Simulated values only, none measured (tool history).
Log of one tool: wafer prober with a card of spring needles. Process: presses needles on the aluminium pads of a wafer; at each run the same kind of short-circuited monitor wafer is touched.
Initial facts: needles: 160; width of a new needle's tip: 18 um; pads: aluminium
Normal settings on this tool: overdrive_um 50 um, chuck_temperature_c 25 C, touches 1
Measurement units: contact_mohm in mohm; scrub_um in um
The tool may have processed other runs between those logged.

Run 1, hour 0: usual settings. Result: contact_mohm 186 mohm, scrub_um 12.51 um.
Run 2, hour 4.9: usual settings. Result: contact_mohm 184 mohm, scrub_um 12.51 um.
Run 3, hour 10: usual settings. Result: contact_mohm 185 mohm, scrub_um 12.5 um.
Run 4, hour 20.2: usual settings. Result: contact_mohm 189 mohm, scrub_um 12.47 um.
Run 5, hour 28.8: usual settings. Result: contact_mohm 189 mohm, scrub_um 12.46 um.
Run 6, hour 39.7: usual settings. Result: contact_mohm 189 mohm, scrub_um 12.45 um.
Run 7, hour 49.4: usual settings but chuck_temperature_c 30 C. Result: contact_mohm 190 mohm, scrub_um 12.44 um.
Run 8, hour 54.9: usual settings but overdrive_um 57 um. Result: contact_mohm 182 mohm, scrub_um 14.17 um.
At hour 55.7: tips cleaned on abrasive film.
Run 9, hour 62.3: usual settings but overdrive_um 57 um, chuck_temperature_c 32 C, touches 2. Result: contact_mohm 189 mohm, scrub_um 14.16 um.
Run 10, hour 70.6: usual settings but overdrive_um 38 um, touches 2. Result: contact_mohm 188 mohm, scrub_um 9.43 um.
Run 11, hour 80.9: usual settings but overdrive_um 38 um, chuck_temperature_c 26 C, touches 2. Result: contact_mohm 193 mohm, scrub_um 9.43 um.
Run 12, hour 87.8: usual settings but overdrive_um 46 um, chuck_temperature_c 95 C, touches 2. Result: contact_mohm 204 mohm, scrub_um 11.41 um.
Run 13, hour 96.9: usual settings but overdrive_um 67 um, chuck_temperature_c 95 C. Result: contact_mohm 192 mohm, scrub_um 16.6 um.
Run 14, hour 106.9: usual settings but overdrive_um 47 um, chuck_temperature_c 33 C, touches 3. Result: contact_mohm 186 mohm, scrub_um 11.61 um.

Forecast each of these 4 alternatives for the next run:
At hour 111.3: tips cleaned on abrasive film.
Run A, hour 117.7: usual settings but overdrive_um 62 um, chuck_temperature_c 33 C, touches 3. Result: contact_mohm ?, scrub_um ?.
At hour 111.3: tips cleaned on abrasive film.
Run B, hour 117.7: usual settings but overdrive_um 34 um, chuck_temperature_c 78 C, touches 2. Result: contact_mohm ?, scrub_um ?.
At hour 111.3: tips cleaned on abrasive film.
Run C, hour 117.7: usual settings but overdrive_um 47 um, chuck_temperature_c 33 C, touches 3. Result: contact_mohm ?, scrub_um ?.
At hour 111.3: tips cleaned on abrasive film.
Run D, hour 117.7: usual settings but overdrive_um 35 um, chuck_temperature_c 64 C, touches 2. Result: contact_mohm ?, scrub_um ?.

run  contact_mohm  scrub_um
  A           184     15.34
  B           207      8.42
  C           190     11.63
  D           203      8.65
Without the tool's hidden state the same runs would have given:
run  contact_mohm  scrub_um
  A           184     15.51
  B           207      8.51
  C           190     11.76
  D           203      8.75
